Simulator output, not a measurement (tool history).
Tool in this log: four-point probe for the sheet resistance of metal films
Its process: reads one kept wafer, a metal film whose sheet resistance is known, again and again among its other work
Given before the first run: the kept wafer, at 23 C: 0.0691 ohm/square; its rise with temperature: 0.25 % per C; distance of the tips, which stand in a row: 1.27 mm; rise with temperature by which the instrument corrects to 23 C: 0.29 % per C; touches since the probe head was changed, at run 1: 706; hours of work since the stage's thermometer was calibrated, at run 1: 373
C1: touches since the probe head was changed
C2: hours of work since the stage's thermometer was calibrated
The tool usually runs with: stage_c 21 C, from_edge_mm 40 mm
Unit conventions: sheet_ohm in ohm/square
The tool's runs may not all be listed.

run 1 hour=0 | stage_c=21 from_edge_mm=40 | C1=706 C2=373 | sheet_ohm=0.069197
run 2 hour=22 | stage_c=21 from_edge_mm=40 | C1=1148 C2=384 | sheet_ohm=0.069155
run 3 hour=50.4 | stage_c=21 from_edge_mm=40 | C1=1717 C2=399 | sheet_ohm=0.069188
run 4 hour=70.9 | stage_c=20 from_edge_mm=40 | C1=2130 C2=409 | sheet_ohm=0.069217
run 5 hour=85.2 | stage_c=20 from_edge_mm=40 | C1=2417 C2=417 | sheet_ohm=0.069226
run 6 hour=113 | stage_c=20 from_edge_mm=40 | C1=2975 C2=431 | sheet_ohm=0.069211
run 7 hour=127.3 | stage_c=20 from_edge_mm=40 | C1=3262 C2=438 | sheet_ohm=0.069189
run 8 hour=145.6 | stage_c=20 from_edge_mm=40 | C1=3629 C2=448 | sheet_ohm=0.069214
run 9 hour=165.4 | stage_c=26 from_edge_mm=17 | C1=4028 C2=458 | sheet_ohm=0.069202
run 10 hour=191 | stage_c=26 from_edge_mm=17 | C1=4542 C2=471 | sheet_ohm=0.069218
run 11 hour=208.2 | stage_c=26 from_edge_mm=17 | C1=4886 C2=480 | sheet_ohm=0.069228
run 12 hour=223.2 | stage_c=26 from_edge_mm=17 | C1=5189 C2=487 | sheet_ohm=0.069214
run 13 hour=239.1 | stage_c=26 from_edge_mm=17 | C1=5507 C2=496 | sheet_ohm=0.069221
run 14 hour=252.9 | stage_c=32 from_edge_mm=58 | C1=5784 C2=503 | sheet_ohm=0.068869

Alternative continuations, all from the tool just after run 14; predict every row:
run A hour=280.3 | stage_c=32 from_edge_mm=7 | C1=6335 C2=517 | sheet_ohm=?
run B hour=280.3 | stage_c=26 from_edge_mm=29 | C1=6335 C2=517 | sheet_ohm=?
run C hour=280.3 | stage_c=20 from_edge_mm=3 | C1=6335 C2=517 | sheet_ohm=?
run D hour=280.3 | stage_c=23 from_edge_mm=42 | C1=6335 C2=517 | sheet_ohm=?
run E hour=280.3 | stage_c=32 from_edge_mm=38 | C1=6335 C2=517 | sheet_ohm=?

run=A sheet_ohm=0.070072
run=B sheet_ohm=0.069098
run=C sheet_ohm=0.0752
run=D sheet_ohm=0.069144
run=E sheet_ohm=0.06892
With the hidden condition removed and each run's random variation left untouched, the same runs would have given:
run=A sheet_ohm=0.070078
run=B sheet_ohm=0.069104
run=C sheet_ohm=0.075206
run=D sheet_ohm=0.069149
run=E sheet_ohm=0.068926
